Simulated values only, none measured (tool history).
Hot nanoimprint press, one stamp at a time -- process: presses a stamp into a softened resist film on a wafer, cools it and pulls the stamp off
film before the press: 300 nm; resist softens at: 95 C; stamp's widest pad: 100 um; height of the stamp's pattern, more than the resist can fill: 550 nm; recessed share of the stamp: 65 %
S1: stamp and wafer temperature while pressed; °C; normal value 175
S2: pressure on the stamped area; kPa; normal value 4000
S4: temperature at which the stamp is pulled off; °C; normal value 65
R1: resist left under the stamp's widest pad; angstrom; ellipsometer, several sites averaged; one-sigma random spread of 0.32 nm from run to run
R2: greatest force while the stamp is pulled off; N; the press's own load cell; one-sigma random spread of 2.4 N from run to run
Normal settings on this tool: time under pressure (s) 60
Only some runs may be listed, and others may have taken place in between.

{"run": 1, "hour": 0.0, "S1": 175, "S2": 4000, "time under pressure (s)": 60, "S4": 65, "R1": 1329, "R2": 190}
{"hour": 36.9, "done": "stamp cleaned and given a new release coat"}
{"run": 2, "hour": 42.6, "S1": 175, "S2": 4000, "time under pressure (s)": 60, "S4": 55, "R1": 1325, "R2": 214}
{"run": 3, "hour": 60.2, "S1": 175, "S2": 4000, "time under pressure (s)": 60, "S4": 55, "R1": 1328, "R2": 214}
{"run": 4, "hour": 98.2, "S1": 175, "S2": 4000, "time under pressure (s)": 60, "S4": 55, "R1": 1327, "R2": 213}
{"run": 5, "hour": 114.7, "S1": 175, "S2": 4000, "time under pressure (s)": 60, "S4": 55, "R1": 1327, "R2": 216}
{"hour": 141.0, "done": "stamp cleaned and given a new release coat"}
{"run": 6, "hour": 154.3, "S1": 175, "S2": 4000, "time under pressure (s)": 60, "S4": 55, "R1": 1331, "R2": 207}
{"run": 7, "hour": 171.3, "S1": 175, "S2": 4000, "time under pressure (s)": 60, "S4": 55, "R1": 1323, "R2": 218}
{"run": 8, "hour": 188.0, "S1": 175, "S2": 4000, "time under pressure (s)": 87, "S4": 55, "R1": 1169, "R2": 216}
{"run": 9, "hour": 224.0, "S1": 175, "S2": 4000, "time under pressure (s)": 87, "S4": 55, "R1": 1167, "R2": 217}
{"hour": 245.4, "done": "stamp cleaned and given a new release coat"}
{"run": 10, "hour": 268.1, "S1": 175, "S2": 4000, "time under pressure (s)": 60, "S4": 65, "R1": 1319, "R2": 186}
{"hour": 289.4, "done": "plate thermocouple calibrated"}
{"run": 11, "hour": 292.9, "S1": 175, "S2": 4000, "time under pressure (s)": 60, "S4": 65, "R1": 1320, "R2": 188}
{"run": 12, "hour": 316.7, "S1": 175, "S2": 4000, "time under pressure (s)": 60, "S4": 65, "R1": 1319, "R2": 191}
{"hour": 354.5, "done": "stamp cleaned and given a new release coat"}
{"run": 13, "hour": 354.9, "S1": 175, "S2": 5060, "time under pressure (s)": 60, "S4": 65, "R1": 1148, "R2": 186}
{"run": 14, "hour": 386.1, "S1": 177, "S2": 3480, "time under pressure (s)": 77, "S4": 68, "R1": 1228, "R2": 182}
{"run": 15, "hour": 404.2, "S1": 175, "S2": 4540, "time under pressure (s)": 60, "S4": 69, "R1": 1228, "R2": 177}
{"run": 16, "hour": 431.3, "S1": 180, "S2": 4540, "time under pressure (s)": 60, "S4": 51, "R1": 1020, "R2": 224}
{"hour": 460.1, "done": "stamp cleaned and given a new release coat"}
{"run": 17, "hour": 469.8, "S1": 180, "S2": 4540, "time under pressure (s)": 60, "S4": 67, "R1": 1021, "R2": 184}
{"run": 18, "hour": 489.6, "S1": 186, "S2": 3600, "time under pressure (s)": 76, "S4": 56, "R1": 878, "R2": 207}
{"run": 19, "hour": 510.2, "S1": 179, "S2": 3460, "time under pressure (s)": 76, "S4": 56, "R1": 1150, "R2": 216}
{"run": 20, "hour": 547.6, "S1": 182, "S2": 3460, "time under pressure (s)": 91, "S4": 56, "R1": 970, "R2": 215}
{"hour": 565.5, "done": "stamp cleaned and given a new release coat"}
{"run": 21, "hour": 576.3, "S1": 175, "S2": 2480, "time under pressure (s)": 65, "S4": 65, "R1": 1658, "R2": 191}
{"run": 22, "hour": 604.7, "S1": 164, "S2": 4000, "time under pressure (s)": 73, "S4": 55, "R1": 1829, "R2": 211}
{"run": 23, "hour": 621.4, "S1": 164, "S2": 2830, "time under pressure (s)": 73, "S4": 55, "R1": 2123, "R2": 209}
{"hour": 645.9, "done": "plate thermocouple calibrated"}
{"run": 24, "hour": 648.5, "S1": 180, "S2": 4000, "time under pressure (s)": 64, "S4": 55, "R1": 1071, "R2": 219}

Consider 5 possible next runs. They are alternatives, not a sequence: every one starts from the tool as it was left by run 24. What does each give?
{"hour": 674.1, "done": "stamp cleaned and given a new release coat"}
{"run": "A", "hour": 674.7, "S1": 173, "S2": 5280, "time under pressure (s)": 64, "S4": 53, "R1": "?", "R2": "?"}
{"hour": 674.1, "done": "stamp cleaned and given a new release coat"}
{"run": "B", "hour": 674.7, "S1": 185, "S2": 4000, "time under pressure (s)": 49, "S4": 65, "R1": "?", "R2": "?"}
{"hour": 674.1, "done": "stamp cleaned and given a new release coat"}
{"run": "C", "hour": 674.7, "S1": 175, "S2": 4000, "time under pressure (s)": 63, "S4": 65, "R1": "?", "R2": "?"}
{"hour": 674.1, "done": "stamp cleaned and given a new release coat"}
{"run": "D", "hour": 674.7, "S1": 175, "S2": 4000, "time under pressure (s)": 60, "S4": 60, "R1": "?", "R2": "?"}
{"hour": 674.1, "done": "stamp cleaned and given a new release coat"}
{"run": "E", "hour": 674.7, "S1": 181, "S2": 4000, "time under pressure (s)": 76, "S4": 53, "R1": "?", "R2": "?"}

run=A R1=1175 R2=218
run=B R1=993 R2=186
run=C R1=1294 R2=188
run=D R1=1309 R2=203
run=E R1=975 R2=214
Had the tool no hidden state, the same runs would have come out as:
run=A R1=1192 R2=218
run=B R1=1007 R2=186
run=C R1=1313 R2=188
run=D R1=1329 R2=203
run=E R1=989 R2=214
